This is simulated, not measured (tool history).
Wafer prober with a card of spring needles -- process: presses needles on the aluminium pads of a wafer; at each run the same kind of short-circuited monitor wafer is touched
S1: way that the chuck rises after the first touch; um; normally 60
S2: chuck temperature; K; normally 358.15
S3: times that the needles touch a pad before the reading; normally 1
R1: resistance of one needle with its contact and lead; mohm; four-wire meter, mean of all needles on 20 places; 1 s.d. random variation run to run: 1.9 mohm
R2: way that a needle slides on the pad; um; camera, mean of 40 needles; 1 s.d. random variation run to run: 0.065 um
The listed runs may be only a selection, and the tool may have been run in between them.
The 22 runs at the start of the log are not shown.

run   hour  S1      S2  S3   R1     R2
     367.6  -- tips cleaned on abrasive film
 23  367.6  45  333.15   2  199  11.16
 24  380.0  64  358.15   1  198  15.98
     386.8  -- tips cleaned on abrasive film
 25  403.4  64  358.15   1  196  15.80
     405.0  -- tips cleaned on abrasive film
 26  414.3  46  358.15   1  207  11.44
     423.6  -- tips cleaned on abrasive film
 27  434.2  51  319.15   1  191  12.75
     443.3  -- tips cleaned on abrasive film
 28  449.4  63  358.15   2  196  15.73
     461.5  -- tips cleaned on abrasive film
 29  461.5  63  358.15   2  193  15.66
     480.3  -- tips cleaned on abrasive film
 30  481.9  53  379.15   2  200  13.18
 31  497.2  53  379.15   2  207  13.17
     499.3  -- tips cleaned on abrasive film
 32  513.5  49  372.15   2  203  12.12
     517.4  -- tips cleaned on abrasive film
 33  530.3  63  338.15   2  193  15.60

Branching from run 33: 4 alternative next runs. What would each branch give?
     535.5  -- tips cleaned on abrasive film
  A  547.4  71  355.15   2   ?   ?
     535.5  -- tips cleaned on abrasive film
  B  547.4  58  301.15   1   ?   ?
     535.5  -- tips cleaned on abrasive film
  C  547.4  60  362.15   1   ?   ?
     535.5  -- tips cleaned on abrasive film
  D  547.4  62  358.15   1   ?   ?

run   R1     R2
  A  194  17.70
  B  185  14.41
  C  200  14.87
  D  199  15.50
Without the tool's hidden state the same runs would have given:
run   R1     R2
  A  194  17.71
  B  185  14.42
  C  200  14.88
  D  199  15.51
